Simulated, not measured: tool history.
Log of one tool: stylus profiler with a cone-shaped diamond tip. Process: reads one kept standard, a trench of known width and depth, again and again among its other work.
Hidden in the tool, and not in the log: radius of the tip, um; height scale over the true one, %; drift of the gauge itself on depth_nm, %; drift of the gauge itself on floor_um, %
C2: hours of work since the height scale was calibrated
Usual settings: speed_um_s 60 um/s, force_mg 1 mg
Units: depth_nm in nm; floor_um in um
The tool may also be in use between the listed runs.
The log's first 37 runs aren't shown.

run 38 hour=933.5 | speed_um_s=127 force_mg=0.34 | scans_with_this_tip=12352 C2=186 | depth_nm=1004.76 floor_um=20.34
run 39 hour=952 | speed_um_s=39 force_mg=0.34 | scans_with_this_tip=12449 C2=194 | depth_nm=1004.88 floor_um=21.47
run 40 hour=989.5 | speed_um_s=39 force_mg=0.34 | scans_with_this_tip=12645 C2=211 | depth_nm=1004.88 floor_um=21.47
run 41 hour=1014 | speed_um_s=25 force_mg=2.02 | scans_with_this_tip=12773 C2=221 | depth_nm=1015.37 floor_um=21.79
run 42 hour=1031.6 | speed_um_s=25 force_mg=2.02 | scans_with_this_tip=12865 C2=229 | depth_nm=1015.45 floor_um=21.78
run 43 hour=1048.7 | speed_um_s=54 force_mg=0.48 | scans_with_this_tip=12954 C2=236 | depth_nm=1006.72 floor_um=21.34
run 44 hour=1074.5 | speed_um_s=227 force_mg=2.13 | scans_with_this_tip=13089 C2=247 | depth_nm=1016.08 floor_um=20.73
run 45 hour=1099.1 | speed_um_s=227 force_mg=2.13 | scans_with_this_tip=13218 C2=258 | depth_nm=1016.29 floor_um=20.71

Forecast each of these 3 alternatives for the next run:
run A hour=1120.7 | speed_um_s=58 force_mg=1.06 | scans_with_this_tip=13331 C2=267 | depth_nm=? floor_um=?
run B hour=1120.7 | speed_um_s=79 force_mg=0.76 | scans_with_this_tip=13331 C2=267 | depth_nm=? floor_um=?
run C hour=1120.7 | speed_um_s=21 force_mg=2.32 | scans_with_this_tip=13331 C2=267 | depth_nm=? floor_um=?

run=A depth_nm=1010.41 floor_um=21.36
run=B depth_nm=1008.15 floor_um=21.14
run=C depth_nm=1017.1 floor_um=21.76
Without the tool's hidden state the same runs would have given:
run=A depth_nm=1009.86 floor_um=23.53
run=B depth_nm=1007.59 floor_um=23.31
run=C depth_nm=1016.54 floor_um=23.93

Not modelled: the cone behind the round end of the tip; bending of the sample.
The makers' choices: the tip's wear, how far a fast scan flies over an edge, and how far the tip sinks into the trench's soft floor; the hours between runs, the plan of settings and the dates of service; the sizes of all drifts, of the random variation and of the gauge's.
